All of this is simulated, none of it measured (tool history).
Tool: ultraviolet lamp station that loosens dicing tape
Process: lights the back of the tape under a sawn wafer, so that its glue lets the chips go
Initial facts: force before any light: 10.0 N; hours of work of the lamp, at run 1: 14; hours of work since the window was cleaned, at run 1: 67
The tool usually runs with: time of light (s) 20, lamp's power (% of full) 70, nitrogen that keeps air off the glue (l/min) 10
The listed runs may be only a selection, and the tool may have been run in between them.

run,hour,time of light (s),lamp's power (% of full),nitrogen that keeps air off the glue (l/min),hours of work of the lamp,hours of work since the window was cleaned,force that peels the tape off (N),light that reached the tape (J/m2)
1,0.0,20,70,10,14,67,0.400,4440
2,61.7,20,70,10,48,101,0.413,4310
3,92.3,20,70,10,64,117,0.416,4290
4,161.6,20,70,10,102,155,0.457,4160
5,214.6,20,70,10,131,184,0.474,4020
6,274.8,20,70,10,164,217,0.519,4050
7,327.5,20,70,8,193,246,0.644,3900
8,366.9,20,93,10,214,267,0.263,5140
# hour 392.7: window cleaned of glue's vapour
9,432.8,20,93,10,250,22,0.227,5540
10,471.5,20,93,10,271,43,0.245,5460
11,514.2,20,93,10,295,66,0.241,5400
12,578.1,20,93,10,329,101,0.271,5230
13,615.9,20,93,10,350,122,0.282,5220
14,646.8,20,69,10,367,139,0.599,3780
15,705.4,20,69,10,399,171,0.616,3740
16,741.2,37,70,10,419,190,0.162,6850
17,785.7,37,70,10,443,215,0.166,6620
18,857.4,37,70,4,482,254,0.358,6410
# hour 906.8: window cleaned of glue's vapour
19,928.7,37,70,4,521,12,0.307,6910
20,995.6,20,70,8,557,49,0.741,3640
21,1029.3,20,70,8,576,67,0.790,3600
22,1060.0,23,70,5,593,84,0.918,4160
23,1127.2,23,70,5,629,120,0.951,3950
24,1193.4,20,89,3,665,157,1.218,4220
25,1244.7,25,88,14,693,185,0.212,5120
26,1293.3,25,88,14,720,211,0.216,5050
27,1342.3,25,88,14,747,238,0.236,4980
28,1398.2,25,88,14,777,268,0.263,4790
# hour 1422.6: window cleaned of glue's vapour
29,1451.5,25,70,14,806,16,0.347,4200
30,1503.5,25,70,14,835,44,0.346,4080
31,1545.2,17,71,8,857,67,1.396,2760
32,1593.9,11,77,12,884,94,2.018,1930
33,1640.9,11,68,10,910,119,2.676,1660
34,1712.8,13,70,10,949,159,2.232,1910
35,1746.3,13,70,10,967,177,2.133,1950
36,1792.4,13,63,10,992,202,2.565,1670
37,1847.6,36,70,10,1023,232,0.294,5070
38,1887.7,36,70,10,1044,254,0.293,4930
39,1918.5,36,70,10,1061,271,0.303,4860
# hour 1937.0: window cleaned of glue's vapour
40,1978.0,36,70,10,1094,22,0.262,5260

Predict the results of run 41:
41,2008.9,20,65,6,1110,39,?,?

Logged for run 41: force that peels the tape off (N) 1.706, light that reached the tape (J/m2) 2670.
Were there no unlogged condition in the tool, this run, its random variation unchanged, would have produced force that peels the tape off (N) 0.654, light that reached the tape (J/m2) 4270.
